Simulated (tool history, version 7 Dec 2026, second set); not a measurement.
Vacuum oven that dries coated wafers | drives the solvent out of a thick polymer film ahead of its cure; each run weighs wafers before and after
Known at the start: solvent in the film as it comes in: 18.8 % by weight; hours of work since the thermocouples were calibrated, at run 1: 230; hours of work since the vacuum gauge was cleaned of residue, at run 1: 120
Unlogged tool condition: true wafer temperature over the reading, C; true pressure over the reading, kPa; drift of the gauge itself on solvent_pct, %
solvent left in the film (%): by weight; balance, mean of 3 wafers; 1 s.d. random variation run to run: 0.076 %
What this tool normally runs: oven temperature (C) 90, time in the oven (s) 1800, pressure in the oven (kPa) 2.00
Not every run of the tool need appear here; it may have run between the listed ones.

run    day  oven temperature (C)  time in the oven (s)  pressure in the oven (kPa)  hours of work since the thermocouples were calibrated  hours of work since the vacuum gauge was cleaned of residue  solvent left in the film (%)
  1  0.000                    90                  1800                        2.00                                                    230                                                          120                          5.64
  2  0.621                    90                  1800                        2.00                                                    237                                                          126                          5.64
  3  1.079                    90                   900                        2.00                                                    242                                                          131                          8.69
  4  1.975                    94                  1800                        2.00                                                    252                                                          141                          4.63
  5  2.971                    94                  1800                        2.00                                                    262                                                          151                          4.47
  6  3.442                    90                  1680                        2.00                                                    267                                                          156                          5.95
  7  4.175                    90                  1680                        2.00                                                    275                                                          164                          5.98
  8  4.946                    90                  1140                        2.00                                                    283                                                          172                          7.63
  9  5.862                    90                  1140                        2.00                                                    293                                                          182                          7.66
 10  6.375                    89                  1320                        2.03                                                    299                                                          188                          7.30
 11  7.212                    89                  1320                        2.03                                                    307                                                          197                          7.25
 12  7.896                    89                  1320                        2.03                                                    315                                                          204                          7.63
 13  8.817                    89                  1320                        2.03                                                    325                                                          214                          7.29

Estimate the outcome of run 14 from the log above:
 14  9.225                    90                  1800                        5.36                                                    329                                                          218                             ?

Logged for run 14: solvent left in the film (%) 10.72.
With no hidden state in the tool, this same run would have given solvent left in the film (%) 10.72.
